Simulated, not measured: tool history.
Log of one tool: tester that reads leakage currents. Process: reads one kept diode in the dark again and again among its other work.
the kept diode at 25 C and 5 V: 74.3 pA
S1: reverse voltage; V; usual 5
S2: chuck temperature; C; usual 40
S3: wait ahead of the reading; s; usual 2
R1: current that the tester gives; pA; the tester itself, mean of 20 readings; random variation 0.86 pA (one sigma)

run 1 hour=0 | S1=5 S2=40 S3=2 | R1=265.06
run 2 hour=30 | S1=5 S2=40 S3=2 | R1=265.16
run 3 hour=59.3 | S1=5 S2=40 S3=3.83 | R1=263.76
run 4 hour=88.5 | S1=5 S2=40 S3=3.83 | R1=265.34
run 5 hour=111 | S1=5 S2=40 S3=2 | R1=264.67
run 6 hour=155.1 | S1=5 S2=42 S3=2 | R1=312.52
run 7 hour=196.6 | S1=5 S2=42 S3=2 | R1=313.08
run 8 hour=226.1 | S1=5 S2=42 S3=2 | R1=309.85
run 9 hour=250.7 | S1=5 S2=40 S3=2 | R1=262.68
run 10 hour=283.4 | S1=5 S2=40 S3=2 | R1=263.21
run 11 hour=324.7 | S1=5 S2=40 S3=2 | R1=261.79
run 12 hour=348.7 | S1=4.32 S2=40 S3=2 | R1=243.44
run 13 hour=371.8 | S1=4.32 S2=40 S3=2 | R1=243.83
run 14 hour=409.8 | S1=4.32 S2=40 S3=2 | R1=242.73
run 15 hour=443 | S1=4.32 S2=40 S3=2 | R1=243.38
run 16 hour=479.3 | S1=10.39 S2=40 S3=2 | R1=381.41
run 17 hour=524.3 | S1=10.39 S2=40 S3=2 | R1=380.66
run 18 hour=543.5 | S1=10.39 S2=40 S3=2 | R1=380.46
run 19 hour=575.9 | S1=5 S2=40 S3=2 | R1=258.94
run 20 hour=620.7 | S1=5 S2=40 S3=2 | R1=259.06
run 21 hour=650 | S1=1.32 S2=34 S3=0.4 | R1=79.18
run 22 hour=672.8 | S1=1.54 S2=38 S3=2 | R1=119.67
run 23 hour=708.4 | S1=2.55 S2=40 S3=1.14 | R1=182.82
run 24 hour=741.3 | S1=2.55 S2=46 S3=1.14 | R1=300.49
run 25 hour=765.2 | S1=1.25 S2=26 S3=1.24 | R1=36.98
run 26 hour=808 | S1=1.01 S2=26 S3=1.24 | R1=33.11
run 27 hour=828.6 | S1=1.01 S2=26 S3=1.24 | R1=33.27
run 28 hour=860 | S1=11.44 S2=24 S3=1.8 | R1=105.14
run 29 hour=908.9 | S1=11.44 S2=24 S3=1.8 | R1=107
run 30 hour=940.3 | S1=11.44 S2=24 S3=1.8 | R1=106.5
run 31 hour=968.5 | S1=12.6 S2=24 S3=0.8 | R1=116.62
run 32 hour=1002.5 | S1=4.98 S2=40 S3=2 | R1=258.17
run 33 hour=1037.6 | S1=4.95 S2=35 S3=1.49 | R1=169.28
run 34 hour=1081 | S1=1.36 S2=29 S3=4.57 | R1=50.48
run 35 hour=1106.2 | S1=14.78 S2=40 S3=0.8 | R1=458.8
run 36 hour=1138.6 | S1=1.04 S2=20 S3=0.8 | R1=19.8
run 37 hour=1179.8 | S1=4.13 S2=31 S3=0.84 | R1=109.74
run 38 hour=1222 | S1=1.59 S2=46 S3=3.48 | R1=234.39
run 39 hour=1262.3 | S1=1.08 S2=39 S3=0.46 | R1=107.8

Not shown: 2 entries that the log had between the listed runs. Between which runs, and how does the tool's hidden state differ before and after?
Between runs 23 and 24: tester calibrated (hour 712.9)
  stray current of the dirty probe card, pA a volt: 1.219 -> 1.24; current scale over the true one, %: -0.69 -> -0.99; true chuck temperature over the reading, C: -1.38 -> -1.39
  measured less the result without the state, R1: -20.91 -> -36.5 pA
Between runs 28 and 29: tester calibrated, once more (hour 885.6)
  stray current of the dirty probe card, pA a volt: 1.317 -> 1.348; current scale over the true one, %: -1.04 -> 0.13; true chuck temperature over the reading, C: -1.45 -> -1.47
  measured less the result without the state, R1: +0.45 -> +1.88 pA
